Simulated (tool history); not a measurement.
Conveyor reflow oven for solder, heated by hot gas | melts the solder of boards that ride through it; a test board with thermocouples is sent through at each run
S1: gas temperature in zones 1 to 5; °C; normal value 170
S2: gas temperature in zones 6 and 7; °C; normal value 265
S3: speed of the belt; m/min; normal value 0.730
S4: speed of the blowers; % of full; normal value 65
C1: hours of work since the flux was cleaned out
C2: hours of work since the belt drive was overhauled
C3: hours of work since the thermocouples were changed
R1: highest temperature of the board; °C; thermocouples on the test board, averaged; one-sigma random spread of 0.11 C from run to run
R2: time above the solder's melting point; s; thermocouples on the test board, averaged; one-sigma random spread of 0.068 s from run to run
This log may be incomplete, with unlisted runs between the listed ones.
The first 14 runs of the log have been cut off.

run	hour	S1	S2	S3	S4	C1	C2	C3	R1	R2
15	172.0	170	275	0.730	52	171	293	456	251.5	46.88
16	179.0	160	275	0.730	72	176	298	461	257.0	49.10
17	193.8	170	255	0.822	65	186	308	472	235.4	30.01
# hour 213.6: flux residue cleaned out of gas plates and filters
18	213.6	170	260	0.647	65	0	319	482	247.2	52.54
19	228.0	177	265	0.730	71	10	329	492	251.0	50.34
20	240.0	177	265	0.730	71	19	338	501	250.8	50.43
21	254.3	170	265	0.786	65	29	348	511	245.8	40.54
22	262.3	170	254	0.730	65	34	353	517	238.5	38.58
23	272.4	170	254	0.730	65	41	360	524	238.4	38.51
24	286.4	170	260	0.612	65	51	370	534	248.1	57.00
25	302.7	170	267	0.612	65	63	382	545	254.5	61.27
26	314.5	170	267	0.612	65	71	390	553	254.6	61.19
27	326.1	177	270	0.789	65	79	398	562	250.9	45.85
28	337.7	167	265	0.704	65	87	406	570	248.5	47.35
29	349.0	164	265	0.730	52	95	414	578	241.9	38.13
30	356.5	164	265	0.730	52	101	420	583	241.9	38.08

Each row is a separate what-if for the run after 30, all from the same tool condition, not one after another. Results?
A	365.2	169	265	0.730	65	107	426	589	?	?
B	365.2	157	255	0.730	65	107	426	589	?	?
C	365.2	172	266	0.730	70	107	426	589	?	?
D	365.2	164	275	0.696	65	107	426	589	?	?

run	R1	R2
A	247.6	45.33
B	236.9	33.19
C	250.4	48.61
D	257.1	52.63
What these runs would have given with no unlogged condition in the tool:
run	R1	R2
A	249.5	45.94
B	238.7	34.46
C	252.3	49.08
D	259.0	52.93

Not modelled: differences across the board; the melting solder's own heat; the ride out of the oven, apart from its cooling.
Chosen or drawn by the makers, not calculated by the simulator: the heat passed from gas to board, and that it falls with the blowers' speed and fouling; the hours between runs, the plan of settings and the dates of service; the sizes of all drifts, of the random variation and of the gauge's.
